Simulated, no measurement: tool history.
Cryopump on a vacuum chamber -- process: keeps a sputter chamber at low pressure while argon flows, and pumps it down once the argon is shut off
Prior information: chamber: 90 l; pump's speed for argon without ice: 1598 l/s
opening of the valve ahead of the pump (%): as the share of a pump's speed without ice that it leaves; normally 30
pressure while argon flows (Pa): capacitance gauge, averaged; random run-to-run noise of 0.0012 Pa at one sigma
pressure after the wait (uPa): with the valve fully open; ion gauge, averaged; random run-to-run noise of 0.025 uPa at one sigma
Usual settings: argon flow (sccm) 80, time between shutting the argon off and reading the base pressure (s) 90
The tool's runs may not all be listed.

run,day,argon flow (sccm),time between shutting the argon off and reading the base pressure (s),opening of the valve ahead of the pump (%),pressure while argon flows (Pa),pressure after the wait (uPa)
1,0.000,80,90,30,0.3011,1.36
2,1.296,80,90,30,0.3004,1.48
3,2.325,80,90,30,0.3004,1.53
4,3.192,80,91,30,0.3044,1.42
5,4.392,80,91,30,0.3037,1.49
# day 4.862: pump warmed up, emptied and cooled again
6,5.738,37,90,30,0.1308,1.31
7,6.604,37,90,30,0.1318,1.33
8,8.017,37,90,30,0.1320,1.36
9,9.346,37,90,30,0.1334,1.40
10,10.083,37,90,30,0.1340,1.38
11,11.138,37,90,30,0.1350,1.42
12,12.604,37,90,30,0.1347,1.44
13,13.458,80,90,30,0.2920,1.47
14,15.046,80,90,30,0.2970,1.45
15,16.542,80,90,21,0.4205,1.55
16,17.667,47,90,30,0.1778,1.47
17,18.900,47,90,30,0.1765,1.54
18,20.346,47,90,30,0.1786,1.54
19,20.992,46,23,20,0.2547,3.92
20,21.650,55,154,46,0.1436,1.22
# day 22.083: pump warmed up, emptied and cooled again
21,23.321,111,90,22,0.5356,1.36
22,24.542,80,182,43,0.2002,1.02
23,26.038,36,66,31,0.1251,1.76
24,27.142,36,66,31,0.1248,1.81
25,27.821,117,20,44,0.2931,4.34
26,28.929,40,24,30,0.1447,3.69
27,30.317,40,24,30,0.1470,3.70
28,31.050,68,90,56,0.1393,1.53
29,31.721,68,90,56,0.1383,1.56
30,32.854,147,201,32,0.5139,1.11
31,34.046,44,47,32,0.1550,2.34
32,34.933,44,47,32,0.1555,2.26
33,36.425,92,90,17,0.5958,1.62
34,37.483,92,90,17,0.6018,1.67
35,38.533,45,90,21,0.2412,1.68

3 ways to go on from here, each from the tool as it stands after run 35. What would each give?
# day 39.279: pump warmed up, emptied and cooled again
A,39.496,80,31,30,?,?
# day 39.279: pump warmed up, emptied and cooled again
B,39.496,85,60,27,?,?
# day 39.279: pump warmed up, emptied and cooled again
C,39.496,80,90,41,?,?

run,pressure while argon flows (Pa),pressure after the wait (uPa)
A,0.2846,3.04
B,0.3374,1.88
C,0.2075,1.50
Without the tool's hidden state the same runs would have given:
run,pressure while argon flows (Pa),pressure after the wait (uPa)
A,0.2834,2.60
B,0.3362,1.44
C,0.2063,1.05
